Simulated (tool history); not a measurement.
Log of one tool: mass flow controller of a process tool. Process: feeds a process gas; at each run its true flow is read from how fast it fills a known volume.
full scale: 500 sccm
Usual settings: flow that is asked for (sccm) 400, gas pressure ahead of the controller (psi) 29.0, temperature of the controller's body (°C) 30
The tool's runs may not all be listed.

run	hour	flow that is asked for (sccm)	gas pressure ahead of the controller (psi)	temperature of the controller's body (°C)	true flow (%)
1	0.0	400	29.0	30	100.12
2	304.0	400	29.0	21	99.36
3	543.1	152	29.0	30	99.12
4	814.2	152	29.0	30	99.16
5	1039.4	400	21.9	30	99.99
6	1235.2	400	21.9	30	100.07
7	1402.5	400	31.0	30	100.09
8	1558.7	400	31.0	30	100.13
9	1826.8	400	39.7	30	100.27
10	2009.3	400	39.7	30	100.23
11	2265.1	400	29.0	30	100.05
12	2420.2	400	29.0	30	100.00
# hour 2513.0: controller's zero set anew
13	2709.9	400	26.7	30	100.06
14	2891.3	400	26.7	30	100.08
15	3038.5	400	26.7	30	100.19
16	3356.9	400	29.0	30	100.10
17	3488.7	400	29.0	27	99.88
18	3810.1	179	29.0	30	99.34
19	3999.6	179	29.0	30	99.23
20	4208.8	400	29.0	30	100.08
21	4508.3	400	29.0	30	100.00
22	4742.8	400	29.0	30	100.08
23	4873.3	400	29.0	30	100.04
24	5088.1	400	29.0	30	99.97
25	5235.0	400	29.0	30	100.18
26	5476.5	302	20.7	30	99.61
27	5632.6	113	36.5	30	99.13
28	5810.4	113	36.5	30	99.09
29	6051.9	113	36.5	30	99.02
30	6265.2	173	23.4	36	99.79
31	6413.5	173	23.4	36	99.76
32	6640.3	465	36.4	29	100.45
33	6771.6	89	23.6	34	99.21
34	7048.6	400	33.2	34	100.51
35	7303.0	400	29.0	25	99.67
36	7547.3	400	29.0	25	99.77
37	7736.1	400	29.0	25	99.64
38	8035.1	453	36.1	29	100.27
39	8211.7	453	36.1	29	100.19
40	8521.8	390	29.0	27	99.71
41	8686.2	390	23.2	22	99.41
42	8868.9	250	21.8	39	100.24
43	9012.8	70	29.4	30	98.86
44	9245.6	154	29.0	21	98.41
45	9388.2	302	25.8	25	99.28
46	9625.0	302	24.9	25	99.27
47	9804.9	87	29.0	30	99.00

Forecast each of these 3 alternatives for the next run:
A	10006.1	295	30.7	30	?
B	10006.1	131	22.2	30	?
C	10006.1	73	29.0	20	?

run	true flow (%)
A	99.75
B	99.01
C	97.97
Without the tool's hidden state the same runs would have given:
run	true flow (%)
A	99.71
B	98.97
C	97.95
